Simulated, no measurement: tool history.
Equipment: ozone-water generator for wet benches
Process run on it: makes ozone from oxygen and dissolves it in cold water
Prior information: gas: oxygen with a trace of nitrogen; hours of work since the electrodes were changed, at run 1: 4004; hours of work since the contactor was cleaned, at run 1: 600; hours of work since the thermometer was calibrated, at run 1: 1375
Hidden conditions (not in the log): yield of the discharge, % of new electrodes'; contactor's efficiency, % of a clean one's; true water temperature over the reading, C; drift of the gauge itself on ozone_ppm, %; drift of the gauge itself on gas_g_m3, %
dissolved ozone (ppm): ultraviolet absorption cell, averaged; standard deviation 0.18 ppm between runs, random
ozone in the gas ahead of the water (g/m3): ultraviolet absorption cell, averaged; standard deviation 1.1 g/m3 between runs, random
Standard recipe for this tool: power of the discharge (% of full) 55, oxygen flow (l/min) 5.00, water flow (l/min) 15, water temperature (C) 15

run    hour  power of the discharge (% of full)  oxygen flow (l/min)  water flow (l/min)  water temperature (C)  hours of work since the electrodes were changed  hours of work since the contactor was cleaned  hours of work since the thermometer was calibrated  dissolved ozone (ppm)  ozone in the gas ahead of the water (g/m3)
  1     0.0                                  55                 5.00                  15                     15                                             4004                                            600                                                1375                   25.3                                       188.8
  2   107.4                                  55                 5.00                  12                     15                                             4092                                            689                                                1464                   29.4                                       189.0
  3   286.0                                  55                 5.00                  12                     15                                             4239                                            836                                                1611                   29.4                                       191.0
  4   482.9                                  55                 5.00                  12                     15                                             4401                                            998                                                1773                   29.2                                       189.6
  5   595.2                                  96                 5.00                  15                     15                                             4494                                           1091                                                1866                   41.2                                       307.6
  6   786.3                                  96                 5.00                  15                     15                                             4652                                           1248                                                2023                   40.7                                       308.4
  7   979.3                                  96                 5.00                  15                     15                                             4811                                           1407                                                2182                   41.3                                       310.2
  8  1102.8                                  96                 5.00                  15                     15                                             4912                                           1509                                                2284                   41.8                                       310.6
  9  1246.8                                  99                 5.00                  15                     15                                             5031                                           1628                                                2403                   41.9                                       317.7
 10  1332.9                                  55                 5.00                  15                     15                                             5102                                           1699                                                2473                   25.2                                       190.9
 11  1501.8                                  55                 3.69                  15                     15                                             5241                                           1838                                                2613                   24.5                                       219.6
 12  1617.9                                  55                 3.69                  15                     15                                             5337                                           1933                                                2708                   24.9                                       219.0
     1691.2  -- water thermometer calibrated
 13  1789.9                                  55                 3.69                  15                     15                                             5478                                           2075                                                  81                   24.6                                       220.0
 14  1975.1                                  91                 5.00                  15                     15                                             5631                                           2227                                                 234                   39.6                                       294.5
 15  2160.2                                  55                 5.00                  15                     15                                             5783                                           2380                                                 386                   25.1                                       191.4
 16  2251.9                                  55                 5.00                  15                     15                                             5859                                           2455                                                 462                   25.4                                       191.3
 17  2431.5                                  55                 5.00                  15                     15                                             6007                                           2603                                                 610                   25.1                                       192.3
 18  2559.6                                  84                 2.64                  15                      8                                             6112                                           2709                                                 716                   35.8                                       372.8
 19  2686.7                                  84                 2.64                  15                      8                                             6217                                           2814                                                 820                   35.7                                       370.8
 20  2815.2                                  74                 5.00                  13                     15                                             6323                                           2919                                                 926                   36.1                                       251.3
 21  2911.9                                  55                 5.09                  15                     12                                             6403                                           2999                                                1006                   26.4                                       192.0
 22  3040.7                                  55                 5.00                  10                      9                                             6509                                           3105                                                1112                   36.7                                       193.7
 23  3214.9                                  55                 5.00                  10                      9                                             6652                                           3249                                                1255                   36.7                                       193.4
 24  3372.6                                  55                 5.00                  13                     15                                             6782                                           3379                                                1385                   28.3                                       194.3
 25  3522.5                                  56                 5.00                  15                     15                                             6906                                           3502                                                1509                   25.7                                       197.7
     3663.0  -- gauge calibrated
 26  3663.0                                  68                 5.00                  15                     21                                             7021                                           3618                                                1625                   27.7                                       229.4
 27  3745.5                                  47                 2.51                  10                     21                                             7089                                           3686                                                1693                   25.3                                       225.2
 28  3902.2                                  89                 8.98                  20                     15                                             7219                                           3815                                                1822                   32.4                                       218.5
 29  4062.2                                  40                 2.61                  21                     13                                             7350                                           3947                                                1954                   12.8                                       192.3
     4081.9  -- contactor cleaned
 30  4175.4                                  55                 4.83                  15                     21                                             7440                                             77                                                2044                   23.2                                       191.7
 31  4370.7                                  43                 5.00                  21                     15                                             7601                                            238                                                2205                   15.7                                       153.3
 32  4483.1                                  60                 5.00                  22                     15                                             7694                                            331                                                2297                   20.2                                       203.8
 33  4621.0                                  60                 5.00                  22                     15                                             7808                                            444                                                2411                   19.9                                       205.2

Branching from run 33: 3 alternative next runs. What would each branch give?
  A  4746.4                                  50                 5.00                  23                     22                                             7911                                            548                                                2514                      ?                                           ?
  B  4746.4                                  60                 4.11                  22                      8                                             7911                                            548                                                2514                      ?                                           ?
  C  4746.4                                  60                 5.00                  11                      8                                             7911                                            548                                                2514                      ?                                           ?

run  dissolved ozone (ppm)  ozone in the gas ahead of the water (g/m3)
  A                   15.0                                       175.7
  B                   21.0                                       224.2
  C                   37.7                                       205.9
The same runs, with their run-to-run variation unchanged, on a tool lacking any hidden condition would have given:
run  dissolved ozone (ppm)  ozone in the gas ahead of the water (g/m3)
  A                   15.0                                       174.5
  B                   21.0                                       222.7
  C                   37.8                                       204.5
